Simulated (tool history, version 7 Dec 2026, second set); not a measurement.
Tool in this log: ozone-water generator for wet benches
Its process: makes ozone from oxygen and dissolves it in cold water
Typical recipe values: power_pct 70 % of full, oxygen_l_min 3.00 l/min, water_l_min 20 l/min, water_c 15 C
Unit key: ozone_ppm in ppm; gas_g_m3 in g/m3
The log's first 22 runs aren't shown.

run	hour	power_pct	oxygen_l_min	water_l_min	water_c	hours of work since the electrodes were changed	hours of work since the contactor was cleaned	hours of work since the thermometer was calibrated	ozone_ppm	gas_g_m3
23	571.3	70	1.78	20	9	1917	5312	581	21.2	371.1
24	593.2	70	1.78	20	9	1937	5332	601	20.9	372.4
25	631.0	70	3.72	18	15	1971	5366	636	23.4	226.2
# hour 641.0: contactor cleaned
26	664.1	70	3.72	18	15	1998	21	662	23.4	224.6
27	689.8	48	3.00	13	15	2021	44	685	24.9	212.5
28	716.3	89	4.81	20	13	2045	69	710	24.6	217.7
29	743.9	86	3.00	20	22	2071	94	735	22.1	291.5
30	774.2	86	1.69	20	22	2098	121	762	21.4	425.0
31	794.8	50	2.41	20	15	2117	140	781	17.4	249.5
32	830.9	44	3.34	15	20	2150	173	814	19.6	185.8
33	861.1	41	5.25	13	8	2177	201	842	23.9	131.9

Alternative continuations, all from the tool just after run 33; predict every row:
A	882.4	45	5.25	13	8	2197	220	861	?	?
B	882.4	94	3.00	20	10	2197	220	861	?	?
C	882.4	41	5.25	20	8	2197	220	861	?	?

run	ozone_ppm	gas_g_m3
A	25.1	139.2
B	25.8	305.3
C	16.4	130.6
Without the tool's unlogged condition, the same runs would have read:
run	ozone_ppm	gas_g_m3
A	25.1	143.1
B	25.8	314.1
C	16.4	134.3
